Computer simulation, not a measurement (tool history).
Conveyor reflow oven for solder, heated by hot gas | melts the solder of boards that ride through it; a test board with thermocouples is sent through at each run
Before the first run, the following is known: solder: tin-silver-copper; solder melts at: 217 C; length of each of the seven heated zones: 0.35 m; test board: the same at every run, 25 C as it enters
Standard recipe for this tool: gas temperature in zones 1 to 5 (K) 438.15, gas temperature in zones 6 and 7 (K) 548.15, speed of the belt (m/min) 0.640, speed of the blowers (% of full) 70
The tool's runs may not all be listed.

run    hour  gas temperature in zones 1 to 5 (K)  gas temperature in zones 6 and 7 (K)  speed of the belt (m/min)  speed of the blowers (% of full)  highest temperature of the board (K)  time above the solder's melting point (s)
  1     0.0                               438.15                                548.15                      0.640                                70                                525.95                                       46.4
  2    31.6                               438.15                                548.15                      0.640                                70                                526.15                                       46.3
  3    85.5                               438.15                                548.15                      0.640                                70                                525.65                                       46.3
  4   110.8                               438.15                                551.15                      0.640                                70                                527.75                                       47.0
  5   141.3                               438.15                                551.15                      0.640                                70                                527.95                                       47.3
  6   186.6                               438.15                                548.15                      0.640                                70                                525.25                                       44.7
  7   226.9                               438.15                                548.15                      0.640                                70                                525.05                                       45.2
  8   254.1                               438.15                                548.15                      0.640                                70                                525.25                                       45.8
  9   297.2                               438.15                                548.15                      0.640                                70                                525.05                                       46.4
      311.5  -- flux residue cleaned out of gas plates and filters
 10   360.3                               438.15                                548.15                      0.640                                70                                528.45                                       49.0
 11   413.9                               452.15                                548.15                      0.640                                70                                532.15                                       54.3
 12   459.7                               452.15                                548.15                      0.640                                70                                531.55                                       53.9
 13   500.4                               438.15                                548.15                      0.640                                70                                528.05                                       47.8
 14   533.1                               438.15                                548.15                      0.640                                70                                527.45                                       48.0
 15   585.0                               438.15                                548.15                      0.640                                70                                528.85                                       47.3
 16   638.7                               438.15                                546.15                      0.640                                70                                526.65                                       46.5
 17   682.5                               438.15                                536.15                      0.653                                70                                516.85                                       39.2
 18   730.5                               438.15                                536.15                      0.653                                70                                515.45                                       39.3
 19   792.4                               438.15                                548.15                      0.541                                82                                535.95                                       63.3
 20   848.5                               425.15                                548.15                      0.640                                70                                524.65                                       42.4
 21   889.6                               425.15                                548.15                      0.640                                70                                524.05                                       41.4
 22   929.1                               425.15                                548.15                      0.640                                70                                523.95                                       42.1
 23   964.5                               438.15                                543.15                      0.744                                70                                516.25                                       32.2
 24  1021.7                               438.15                                543.15                      0.744                                70                                515.65                                       31.9
 25  1056.6                               452.15                                543.15                      0.744                                57                                514.15                                       33.4
 26  1116.6                               438.15                                556.15                      0.640                                68                                532.05                                       50.2
     1159.9  -- flux residue cleaned out of gas plates and filters
 27  1159.9                               447.15                                539.15                      0.530                                81                                531.35                                       64.8
 28  1219.2                               448.15                                553.15                      0.530                                60                                539.45                                       69.8
 29  1254.7                               443.15                                557.15                      0.640                                53                                531.35                                       50.7
 30  1311.7                               431.15                                562.15                      0.616                                70                                541.15                                       55.1
 31  1368.4                               445.15                                548.15                      0.678                                70                                528.95                                       46.9

4 ways to go on from here, each from the tool as it stands after run 31. What would each give?
  A  1405.7                               438.15                                559.15                      0.640                                64                                     ?                                          ?
  B  1405.7                               431.15                                548.15                      0.625                                53                                     ?                                          ?
  C  1405.7                               435.15                                548.15                      0.678                                70                                     ?                                          ?
  D  1405.7                               438.15                                551.15                      0.691                                79                                     ?                                          ?

run  highest temperature of the board (K)  time above the solder's melting point (s)
  A                                535.65                                       52.8
  B                                521.85                                       43.2
  C                                526.15                                       43.5
  D                                531.25                                       45.7
Stripped of hidden state, with their random variation kept, the same runs would have yielded:
run  highest temperature of the board (K)  time above the solder's melting point (s)
  A                                535.45                                       52.3
  B                                521.55                                       42.7
  C                                526.05                                       43.4
  D                                531.25                                       45.6
